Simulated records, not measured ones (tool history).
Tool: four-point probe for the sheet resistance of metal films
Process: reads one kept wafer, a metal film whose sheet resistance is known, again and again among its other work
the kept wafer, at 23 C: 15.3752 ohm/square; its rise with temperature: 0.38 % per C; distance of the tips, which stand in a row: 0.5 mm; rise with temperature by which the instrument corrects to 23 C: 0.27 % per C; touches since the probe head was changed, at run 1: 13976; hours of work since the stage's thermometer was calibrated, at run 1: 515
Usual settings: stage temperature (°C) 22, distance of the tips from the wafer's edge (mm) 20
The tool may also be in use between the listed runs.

run	day	stage temperature (°C)	distance of the tips from the wafer's edge (mm)	touches since the probe head was changed	hours of work since the stage's thermometer was calibrated	sheet resistance as the instrument gives it (ohm/square)
1	0	22	20	13976	515	15.346748
2	0.583	22	20	14879	526	15.343665
3	0.871	22	20	15319	531	15.341487
4	1.275	22	20	15948	538	15.336239
5	1.925	22	20	16950	550	15.337561
6	2.492	22	20	17828	560	15.33681
7	2.867	22	12	18405	567	15.346423
8	3.371	22	12	19181	576	15.34971
9	3.738	22	12	19751	583	15.349496
10	4.188	22	12	20445	591	15.349755
11	4.679	22	20	21202	599	15.336331
12	4.979	22	20	21669	605	15.33736
13	5.588	22	20	22605	616	15.327289
14	6.138	22	20	23461	626	15.334534
15	6.658	22	20	24265	635	15.33421
16	6.938	22	20	24696	640	15.336046
17	7.442	22	5	25473	649	15.409196
18	7.971	22	5	26292	659	15.410639
19	8.317	22	5	26824	665	15.407621
20	8.679	20	20	27383	671	15.29768
21	9.058	20	20	27973	678	15.29665
22	9.625	20	17	28848	688	15.301794
23	9.929	20	17	29314	694	15.298417
24	10.458	34	7	30131	703	15.553303
25	10.867	31	7	30766	711	15.516956
26	11.45	31	7	31665	721	15.508746
27	11.762	31	7	32150	727	15.510433
28	12.067	31	7	32617	732	15.504188
29	12.471	24	10	33241	739	15.368933
30	12.904	24	10	33912	747	15.371698
31	13.467	24	10	34780	757	15.370948
32	13.858	33	20	35385	764	15.498867
33	14.404	29	5	36231	774	15.514734
34	15.038	21	5	37210	786	15.386476
35	15.35	21	5	37689	791	15.38263
36	15.85	21	5	38461	800	15.377751
37	16.142	20	14	38914	805	15.288875
38	16.7	22	17	39775	815	15.321626
39	17	34	25	40243	821	15.507518
40	17.317	27	40	40731	826	15.39489
41	17.904	24	40	41634	837	15.350923
42	18.321	25	8	42281	845	15.393397
43	18.892	35	39	43161	855	15.525431
44	19.5	35	39	44099	866	15.519196
45	19.929	35	39	44764	873	15.52371

Hidden state or all else? Some run-to-run changes of sheet resistance as the instrument gives it (ohm/square), split into what the settings, what came in and random variation would give without the hidden state, and what is left for the hidden state (with any gauge scatter that isn't in both results):
The hidden state here: inner tips' distance over the nominal, %; tips' flats over new ones', %; wafer's true temperature over the reading, C; drift of the gauge itself on sheet_ohm, %.
Run 4 -> 5: no setting changed, nothing entered. sheet resistance as the instrument gives it (ohm/square) +0.001322: hidden state -0.000988, all else +0.00231.
Run 23 -> 24: stage temperature (°C) 20 -> 34, distance of the tips from the wafer's edge (mm) 17 -> 7. sheet resistance as the instrument gives it (ohm/square) +0.254886: hidden state -0.000556, all else +0.255442.
Run 28 -> 29: stage temperature (°C) 31 -> 24, distance of the tips from the wafer's edge (mm) 7 -> 10. sheet resistance as the instrument gives it (ohm/square) -0.135255: hidden state -0.00066, all else -0.134595.
Run 32 -> 33: stage temperature (°C) 33 -> 29, distance of the tips from the wafer's edge (mm) 20 -> 5. sheet resistance as the instrument gives it (ohm/square) +0.015867: hidden state -0.001081, all else +0.016948.
Run 33 -> 34: stage temperature (°C) 29 -> 21. sheet resistance as the instrument gives it (ohm/square) -0.128258: hidden state -0.00116, all else -0.127098.
Run 38 -> 39: stage temperature (°C) 22 -> 34, distance of the tips from the wafer's edge (mm) 17 -> 25. sheet resistance as the instrument gives it (ohm/square) +0.185892: hidden state -0.000159, all else +0.186051.
